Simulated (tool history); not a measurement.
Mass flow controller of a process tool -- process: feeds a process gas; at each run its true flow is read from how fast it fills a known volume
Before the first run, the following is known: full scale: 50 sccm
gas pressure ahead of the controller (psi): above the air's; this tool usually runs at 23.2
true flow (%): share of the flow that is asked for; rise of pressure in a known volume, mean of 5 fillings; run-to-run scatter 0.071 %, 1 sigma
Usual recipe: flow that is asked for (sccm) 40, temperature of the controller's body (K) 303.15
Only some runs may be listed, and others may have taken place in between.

run    hour  flow that is asked for (sccm)  gas pressure ahead of the controller (psi)  temperature of the controller's body (K)  true flow (%)
  1       0                             40                                        23.2                                    303.15          99.55
  2   252.6                             40                                        23.2                                    303.15           99.6
  3   426.2                              7                                        23.2                                    303.15          99.12
  4   642.7                              7                                        23.2                                    303.15          98.99
  5   825.1                             16                                        23.2                                    303.15          99.21
  6  1083.4                             40                                        24.5                                    303.15          99.78
  7  1412.7                             40                                        24.5                                    303.15          99.74
  8  1718.5                             40                                        24.5                                    303.15          99.87
  9  1895.8                             40                                        24.5                                    303.15          99.83
 10  2112.7                             40                                        24.5                                    303.15          99.82
 11  2388.5                             40                                        23.2                                    303.15          99.82
 12  2612.1                             40                                        23.2                                    296.15         100.21
 13  2757.6                             40                                        23.2                                    306.15          99.84
 14    2975                             40                                        23.2                                    306.15          99.93
 15  3234.7                             40                                        23.2                                    303.15         100.01
 16  3498.7                             40                                        23.2                                    303.15           99.9
 17  3822.3                             40                                        23.2                                    303.15         100.03
 18  4062.1                             40                                        33.9                                    303.15          99.88
 19  4407.7                             40                                        24.7                                    303.15         100.09
 20  4557.6                             40                                        24.7                                    303.15          99.99
 21  4855.1                             40                                        26.8                                    303.15         100.12

Predict the results of run 22:
 22  5200.6                             40                                        26.8                                    303.15              ?

Run 22 gave true flow (%) 100.11.
Without the tool's hidden state the same run would have given true flow (%) 99.61.
